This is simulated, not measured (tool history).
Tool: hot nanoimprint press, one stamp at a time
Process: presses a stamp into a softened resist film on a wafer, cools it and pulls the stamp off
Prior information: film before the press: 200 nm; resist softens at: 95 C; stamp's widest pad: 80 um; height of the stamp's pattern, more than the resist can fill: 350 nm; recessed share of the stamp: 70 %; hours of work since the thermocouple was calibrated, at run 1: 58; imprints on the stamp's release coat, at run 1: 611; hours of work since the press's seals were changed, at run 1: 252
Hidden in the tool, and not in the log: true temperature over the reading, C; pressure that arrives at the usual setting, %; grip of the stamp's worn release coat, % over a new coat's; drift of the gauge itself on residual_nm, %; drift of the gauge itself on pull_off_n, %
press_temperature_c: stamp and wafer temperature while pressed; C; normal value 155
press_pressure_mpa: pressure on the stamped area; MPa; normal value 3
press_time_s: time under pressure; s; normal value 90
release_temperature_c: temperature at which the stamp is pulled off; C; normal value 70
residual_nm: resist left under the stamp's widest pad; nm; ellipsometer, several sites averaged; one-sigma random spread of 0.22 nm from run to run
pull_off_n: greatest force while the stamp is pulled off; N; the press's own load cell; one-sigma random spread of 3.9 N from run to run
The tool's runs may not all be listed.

run   hour  press_temperature_c  press_pressure_mpa  press_time_s  release_temperature_c  hours of work since the thermocouple was calibrated  imprints on the stamp's release coat  hours of work since the press's seals were changed  residual_nm  pull_off_n
  1      0                  155                   3            90                     70                                                   58                                   611                                                 252         80.8         235
  2    8.9                  155                   3            90                     70                                                   62                                   626                                                 256           81         231
  3   24.1                  155                   3            90                     70                                                   68                                   650                                                 263         80.5         234
  4   35.1                  161                   3            90                     70                                                   73                                   668                                                 268         63.9         247
  5     50                  161                 3.8            90                     70                                                   80                                   691                                                 274           56         232
  6   65.1                  155                   3            90                     70                                                   86                                   716                                                 281         80.9         240
  7   74.8                  155                   3            90                     70                                                   91                                   731                                                 285         80.7         246
  8   84.1                  155                   3            90                     70                                                   95                                   746                                                 289         80.6         245
  9   90.6                  155                   3           122                     70                                                   97                                   757                                                 292         72.5         228
 10   97.9                  155                4.45            90                     70                                                  101                                   768                                                 295         64.7         251
 11  104.1                  155                4.63            90                     70                                                  103                                   778                                                 298         63.5         246
 12  116.5                  155                4.63            90                     70                                                  109                                   798                                                 303         63.7         255
 13  127.9                  155                4.63            90                     70                                                  114                                   816                                                 308         63.4         247
 14  140.1                  155                4.63            90                     70                                                  119                                   836                                                 313         63.6         241
 15  147.8                  155                   3            90                     66                                                  122                                   848                                                 317           81         271
 16  162.5                  155                   3            90                     66                                                  129                                   872                                                 323           81         264
 17  175.1                  155                   3            90                     66                                                  134                                   892                                                 329         80.9         273
 18    186                  152                   3            90                     64                                                  139                                   909                                                 333         91.1         271
 19  192.6                  149                3.64            90                     64                                                  142                                   920                                                 336         93.5         286
 20  206.2                  155                3.37            90                     70                                                  148                                   942                                                 342         76.1         252
 21  217.7                  148                   3            90                     59                                                  153                                   960                                                 347        107.1         309

What if the next run were any one of these 3? Each begins from the tool's condition after run 21:
  A   224                  159                   3            80                     67                                                  155                                   970                                                 350            ?           ?
  B   224                  148                   3            90                     61                                                  155                                   970                                                 350            ?           ?
  C   224                  148                3.07            90                     64                                                  155                                   970                                                 350            ?           ?

run  residual_nm  pull_off_n
  A           72         263
  B          107         291
  C        106.1         284
Had the tool no hidden state, the same runs would have come out as:
run  residual_nm  pull_off_n
  A         71.3         228
  B        105.9         252
  C          105         246
